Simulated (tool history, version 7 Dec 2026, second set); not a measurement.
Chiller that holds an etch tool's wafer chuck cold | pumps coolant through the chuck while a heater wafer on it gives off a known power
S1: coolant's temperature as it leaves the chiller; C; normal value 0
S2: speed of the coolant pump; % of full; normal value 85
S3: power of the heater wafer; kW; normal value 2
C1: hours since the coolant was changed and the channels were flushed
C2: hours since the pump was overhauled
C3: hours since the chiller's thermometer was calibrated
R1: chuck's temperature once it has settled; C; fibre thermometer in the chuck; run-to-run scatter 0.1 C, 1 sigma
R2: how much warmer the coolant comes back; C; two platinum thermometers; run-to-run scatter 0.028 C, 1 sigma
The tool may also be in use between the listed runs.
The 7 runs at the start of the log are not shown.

Run 8, hour 348.1: usual settings but S1 7 C; C1 1152; C2 1179; C3 3993. Result: R1 23.1 C, R2 6.96 C.
Run 9, hour 402.7: usual settings but S3 1.644 kW; C1 1206; C2 1233; C3 4048. Result: R1 13.2 C, R2 5.74 C.
Run 10, hour 458.9: usual settings but S3 1.108 kW; C1 1263; C2 1289; C3 4104. Result: R1 9.1 C, R2 3.89 C.
Run 11, hour 506.7: usual settings but S1 -8 C; C1 1310; C2 1337; C3 4152. Result: R1 8.1 C, R2 7 C.
Run 12, hour 551.6: usual settings but S3 2.465 kW; C1 1355; C2 1382; C3 4197. Result: R1 19.6 C, R2 8.61 C.
Run 13, hour 587.2: usual settings but S3 1.649 kW; C1 1391; C2 1418; C3 4232. Result: R1 13.5 C, R2 5.74 C.
Run 14, hour 635.3: usual settings; C1 1439; C2 1466; C3 4281. Result: R1 16.1 C, R2 7.05 C.
Run 15, hour 665.1: usual settings; C1 1469; C2 1496; C3 4310. Result: R1 16.3 C, R2 6.98 C.
Run 16, hour 696.1: usual settings; C1 1500; C2 1527; C3 4341. Result: R1 16.3 C, R2 7.01 C.
Run 17, hour 745: usual settings but S2 73 % of full; C1 1549; C2 1575; C3 4390. Result: R1 17.4 C, R2 8.19 C.
Run 18, hour 778.1: usual settings but S2 66 % of full; C1 1582; C2 1609; C3 4423. Result: R1 18.7 C, R2 9.09 C.
Run 19, hour 827: usual settings but S2 66 % of full; C1 1631; C2 1658; C3 4472. Result: R1 18.7 C, R2 8.99 C.
Run 20, hour 868.7: usual settings but S1 -6 C; C1 1672; C2 1699; C3 4514. Result: R1 10.2 C, R2 7.01 C.
Run 21, hour 910.3: usual settings but S1 -6 C; C1 1714; C2 1741; C3 4556. Result: R1 10.2 C, R2 6.99 C.
Run 22, hour 971.7: usual settings but S1 -6 C; C1 1775; C2 1802; C3 4617. Result: R1 10.3 C, R2 7 C.
Run 23, hour 1012.6: usual settings but S1 -6 C; C1 1816; C2 1843; C3 4658. Result: R1 10.3 C, R2 7.03 C.
Run 24, hour 1051.4: usual settings but S1 -6 C; C1 1855; C2 1882; C3 4697. Result: R1 10.5 C, R2 7.01 C.
Run 25, hour 1118.8: usual settings but S2 82 % of full; C1 1922; C2 1949; C3 4764. Result: R1 16.8 C, R2 7.28 C.
Run 26, hour 1161.4: usual settings but S1 -3 C, S2 82 % of full, S3 1.071 kW; C1 1965; C2 1992; C3 4807. Result: R1 6 C, R2 3.91 C.
Run 27, hour 1194: usual settings but S1 -3 C, S2 82 % of full, S3 1.071 kW; C1 1998; C2 2024; C3 4839. Result: R1 6.1 C, R2 3.93 C.
Run 28, hour 1235.2: usual settings but S1 -4 C, S2 82 % of full, S3 1.273 kW; C1 2039; C2 2066; C3 4880. Result: R1 6.6 C, R2 4.62 C.
Run 29, hour 1288.8: usual settings but S1 -4 C, S2 82 % of full, S3 1.273 kW; C1 2092; C2 2119; C3 4934. Result: R1 6.8 C, R2 4.6 C.
Run 30, hour 1331.4: usual settings but S1 -4 C, S2 82 % of full, S3 1.273 kW; C1 2135; C2 2162; C3 4977. Result: R1 7 C, R2 4.61 C.
Run 31, hour 1367.1: usual settings but S1 4 C, S2 93 % of full, S3 1.989 kW; C1 2171; C2 2198; C3 5012. Result: R1 19.5 C, R2 6.38 C.

Branching from run 31: 3 alternative next runs. What would each branch give?
Run A, hour 1417.8: usual settings but S1 -10 C, S2 93 % of full, S3 1.989 kW; C1 2221; C2 2248; C3 5063. Result: R1 ?, R2 ?.
Run B, hour 1417.8: usual settings but S1 9 C, S2 93 % of full, S3 1.989 kW; C1 2221; C2 2248; C3 5063. Result: R1 ?, R2 ?.
Run C, hour 1417.8: usual settings but S1 9 C; C1 2221; C2 2248; C3 5063. Result: R1 ?, R2 ?.

run    R1    R2
  A   5.8  6.38
  B  24.8  6.43
  C  25.6  7.07
Without the tool's unlogged condition, the same runs would have read:
run    R1    R2
  A   4.8  6.26
  B  23.7  6.31
  C  24.5  6.94
